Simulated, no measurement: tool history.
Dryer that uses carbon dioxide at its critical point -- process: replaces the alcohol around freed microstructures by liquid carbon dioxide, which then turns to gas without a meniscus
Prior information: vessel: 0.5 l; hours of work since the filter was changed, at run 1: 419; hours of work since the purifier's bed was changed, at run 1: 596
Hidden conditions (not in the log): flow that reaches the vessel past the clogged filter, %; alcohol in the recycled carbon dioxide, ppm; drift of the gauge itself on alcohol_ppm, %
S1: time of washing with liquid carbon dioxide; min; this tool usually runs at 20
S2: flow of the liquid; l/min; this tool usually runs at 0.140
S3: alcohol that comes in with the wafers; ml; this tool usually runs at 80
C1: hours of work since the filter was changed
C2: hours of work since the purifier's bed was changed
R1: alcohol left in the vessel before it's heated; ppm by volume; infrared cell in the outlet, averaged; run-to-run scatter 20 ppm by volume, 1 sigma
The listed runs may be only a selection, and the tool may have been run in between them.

run,day,S1,S2,S3,C1,C2,R1
1,0.000,20,0.140,80,419,596,2649
2,1.829,20,0.140,80,450,628,2824
# day 3.121: inlet filter changed
3,4.000,20,0.140,26,15,665,585
4,5.408,20,0.140,26,40,689,606
5,6.667,20,0.140,80,61,711,1611
6,8.012,20,0.140,80,85,734,1643
7,9.467,20,0.212,80,110,759,280
8,11.296,20,0.212,80,141,791,302
9,12.588,20,0.140,80,164,813,1933
10,13.617,20,0.140,80,182,831,1921
11,15.050,20,0.095,80,206,856,8341
12,16.733,20,0.095,80,236,885,8588
13,18.679,20,0.143,80,269,919,2105
14,20.762,20,0.143,80,305,955,2236
15,22.258,20,0.140,80,331,981,2504
16,24.121,20,0.140,80,364,1013,2599
17,25.254,20,0.140,80,383,1033,2709
18,27.096,18,0.140,80,415,1064,4219
19,29.042,18,0.140,80,449,1098,4441
# day 30.450: inlet filter changed
20,30.450,18,0.140,80,0,1122,2391
21,32.658,18,0.140,80,38,1160,2521
22,34.875,18,0.140,116,77,1198,3807
23,36.696,20,0.101,80,108,1230,6298
24,38.325,20,0.101,94,136,1258,7485
25,40.417,17,0.128,109,173,1294,6975
# day 42.212: purifier's bed changed
26,42.771,17,0.128,109,211,10,7232
27,44.642,17,0.128,109,243,42,7398
28,46.379,26,0.179,51,274,72,91
29,47.342,26,0.090,25,290,89,1489
30,49.208,31,0.146,23,323,121,77
31,50.342,31,0.146,23,342,141,79
32,51.388,14,0.094,80,360,159,22617
33,52.475,19,0.174,80,379,178,1196
34,54.658,29,0.140,117,417,215,669
35,55.754,15,0.113,81,436,234,14397
36,57.421,15,0.120,80,465,263,12465
# day 57.908: inlet filter changed
37,59.275,27,0.120,80,24,295,738
38,61.292,27,0.120,80,59,330,810
39,62.562,20,0.140,57,81,352,1158
40,63.729,26,0.140,23,101,372,177
41,65.383,26,0.140,23,129,400,197
42,66.671,26,0.150,22,152,423,150
43,67.850,20,0.137,26,172,443,727
44,69.425,25,0.209,68,199,470,120
45,71.462,25,0.209,68,235,506,140
46,72.908,23,0.197,53,260,531,189
47,74.579,16,0.201,72,289,560,1068

Each row is a separate what-if for the run after 47, all from the same tool condition, not one after another. Results?
A,76.067,16,0.201,87,314,585,?
B,76.067,27,0.201,84,314,585,?
C,76.067,30,0.137,89,314,585,?
D,76.067,15,0.210,72,314,585,?

run,R1
A,1351
B,156
C,453
D,1244
Take away the tool's hidden state, keep each run's random variation, and the runs would have read:
run,R1
A,646
B,19
C,153
D,600
